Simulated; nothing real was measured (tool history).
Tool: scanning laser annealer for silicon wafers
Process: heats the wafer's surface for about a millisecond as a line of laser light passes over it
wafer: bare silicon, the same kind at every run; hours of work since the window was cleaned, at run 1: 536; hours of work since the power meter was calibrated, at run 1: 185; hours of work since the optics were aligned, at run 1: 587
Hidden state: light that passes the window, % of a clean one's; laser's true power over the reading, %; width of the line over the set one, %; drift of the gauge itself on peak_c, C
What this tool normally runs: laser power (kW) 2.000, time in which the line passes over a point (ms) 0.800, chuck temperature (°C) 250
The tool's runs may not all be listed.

run	day	laser power (kW)	time in which the line passes over a point (ms)	chuck temperature (°C)	hours of work since the window was cleaned	hours of work since the power meter was calibrated	hours of work since the optics were aligned	highest temperature of the surface (°C)
1	0.000	2.000	0.800	250	536	185	587	1084
2	0.642	2.000	0.800	250	547	196	598	1083
3	1.333	2.000	0.800	250	559	208	610	1086
4	1.921	1.976	0.800	250	569	218	620	1072
5	2.446	1.976	0.679	250	578	227	629	1001
6	2.967	1.976	0.679	250	586	236	638	1000
7	3.633	1.976	0.679	250	598	247	649	999
8	4.592	1.976	0.679	250	614	264	666	997
9	5.546	1.976	0.679	250	631	280	682	997
10	6.658	1.976	0.679	250	650	299	701	997
11	7.617	2.000	0.800	218	666	316	718	1050
12	8.171	1.886	0.800	250	675	325	727	1032
13	9.279	2.000	0.800	250	694	344	746	1083
14	10.250	2.000	0.800	250	711	361	763	1086
15	10.804	2.000	0.800	250	720	370	772	1086
16	11.354	2.000	0.578	250	730	379	781	942
17	11.842	2.000	0.800	211	738	388	790	1044
18	12.679	2.000	0.800	211	753	402	804	1042
19	13.792	2.000	0.800	211	772	421	823	1045
# day 14.379: window over the wafer cleaned
20	14.904	2.000	0.800	211	9	439	841	1047
21	15.867	2.000	0.698	275	25	455	857	1049
22	16.762	2.153	0.698	275	41	470	872	1112
23	17.454	2.153	0.966	227	53	482	884	1238
24	18.421	2.153	0.966	227	69	499	901	1240
25	19.392	2.153	0.966	227	86	515	917	1238

For run 26, what comes out?
26	20.304	2.153	0.966	227	101	531	933	?

{"run 26": {"highest temperature of the surface (°C)": 1234}}
With the hidden condition absent and the run-to-run variation left alone, this run would have shown highest temperature of the surface (°C) 1234.

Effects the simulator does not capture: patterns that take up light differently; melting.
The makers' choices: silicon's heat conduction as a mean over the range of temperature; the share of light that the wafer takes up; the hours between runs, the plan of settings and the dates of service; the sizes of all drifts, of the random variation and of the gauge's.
